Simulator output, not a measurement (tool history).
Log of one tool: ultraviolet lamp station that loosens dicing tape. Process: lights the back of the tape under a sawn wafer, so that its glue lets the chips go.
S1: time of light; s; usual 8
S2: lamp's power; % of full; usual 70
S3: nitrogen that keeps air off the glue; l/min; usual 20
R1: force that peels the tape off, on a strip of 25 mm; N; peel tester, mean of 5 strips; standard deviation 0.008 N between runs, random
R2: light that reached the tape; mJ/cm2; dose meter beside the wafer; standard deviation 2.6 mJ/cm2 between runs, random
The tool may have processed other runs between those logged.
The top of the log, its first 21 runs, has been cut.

Run 22, hour 1640.6: usual settings but S3 8 l/min. Result: R1 1.012 N, R2 235 mJ/cm2.
Run 23, hour 1713.5: usual settings but S1 7 s, S3 15 l/min. Result: R1 0.875 N, R2 200 mJ/cm2.
Run 24, hour 1806.6: usual settings but S1 9 s, S2 83 % of full, S3 18 l/min. Result: R1 0.369 N, R2 301 mJ/cm2.
Run 25, hour 1878.6: usual settings but S1 9 s, S2 83 % of full, S3 18 l/min. Result: R1 0.402 N, R2 299 mJ/cm2.
At hour 1885.5: window cleaned of glue's vapour.
Run 26, hour 1978.5: usual settings but S1 9 s, S2 83 % of full, S3 18 l/min. Result: R1 0.375 N, R2 306 mJ/cm2.
Run 27, hour 2076.3: usual settings but S1 6 s, S2 75 % of full, S3 22 l/min. Result: R1 0.832 N, R2 179 mJ/cm2.
Run 28, hour 2170.8: usual settings but S1 12 s, S2 86 % of full, S3 7 l/min. Result: R1 0.438 N, R2 405 mJ/cm2.
Run 29, hour 2259.2: usual settings but S1 12 s, S2 86 % of full, S3 7 l/min. Result: R1 0.48 N, R2 394 mJ/cm2.
Run 30, hour 2347.3: usual settings but S1 15 s, S2 72 % of full, S3 9 l/min. Result: R1 0.374 N, R2 405 mJ/cm2.
Run 31, hour 2432.3: usual settings but S1 10 s, S2 78 % of full, S3 24 l/min. Result: R1 0.36 N, R2 284 mJ/cm2.
Run 32, hour 2521: usual settings but S1 6 s, S2 93 % of full, S3 11 l/min. Result: R1 1.098 N, R2 201 mJ/cm2.
At hour 2562.8: window cleaned of glue's vapour.
Run 33, hour 2624.6: usual settings but S1 6 s, S2 93 % of full, S3 11 l/min. Result: R1 1.034 N, R2 201 mJ/cm2.
Run 34, hour 2689.3: usual settings but S1 6 s, S2 93 % of full, S3 11 l/min. Result: R1 1.071 N, R2 196 mJ/cm2.
At hour 2712.3: lamp changed.
Run 35, hour 2793: usual settings but S1 5 s, S2 65 % of full, S3 18 l/min. Result: R1 0.958 N, R2 180 mJ/cm2.
Run 36, hour 2844.5: usual settings but S3 23 l/min. Result: R1 0.311 N, R2 305 mJ/cm2.
Run 37, hour 2901.7: usual settings but S3 23 l/min. Result: R1 0.34 N, R2 301 mJ/cm2.
Run 38, hour 2961.2: usual settings but S1 15 s, S2 69 % of full, S3 11 l/min. Result: R1 0.165 N, R2 555 mJ/cm2.
Run 39, hour 3018.9: usual settings but S1 15 s, S2 69 % of full, S3 11 l/min. Result: R1 0.167 N, R2 549 mJ/cm2.
Run 40, hour 3106.3: usual settings but S2 97 % of full, S3 29 l/min. Result: R1 0.164 N, R2 401 mJ/cm2.
Run 41, hour 3200.8: usual settings but S1 12 s, S2 61 % of full, S3 13 l/min. Result: R1 0.337 N, R2 370 mJ/cm2.
At hour 3238.1: window cleaned of glue's vapour.
Run 42, hour 3296.2: usual settings but S1 12 s, S2 61 % of full, S3 13 l/min. Result: R1 0.307 N, R2 380 mJ/cm2.
Run 43, hour 3361.3: usual settings but S1 7 s, S2 83 % of full, S3 19 l/min. Result: R1 0.382 N, R2 301 mJ/cm2.

4 ways to go on from here, each from the tool as it stands after run 43. What would each give?
Run A, hour 3403.6: usual settings but S1 4 s, S2 61 % of full, S3 26 l/min. Result: R1 ?, R2 ?.
Run B, hour 3403.6: usual settings but S1 13 s, S2 65 % of full, S3 18 l/min. Result: R1 ?, R2 ?.
Run C, hour 3403.6: usual settings but S1 6 s, S2 83 % of full, S3 14 l/min. Result: R1 ?, R2 ?.
Run D, hour 3403.6: usual settings but S1 4 s, S2 80 % of full, S3 26 l/min. Result: R1 ?, R2 ?.

run     R1   R2
  A  1.291  125
  B  0.185  434
  C  0.629  255
  D  0.877  160
Without the tool's unlogged condition, the same runs would have read:
run     R1   R2
  A  1.112  141
  B   0.15  489
  C  0.503  288
  D  0.728  181
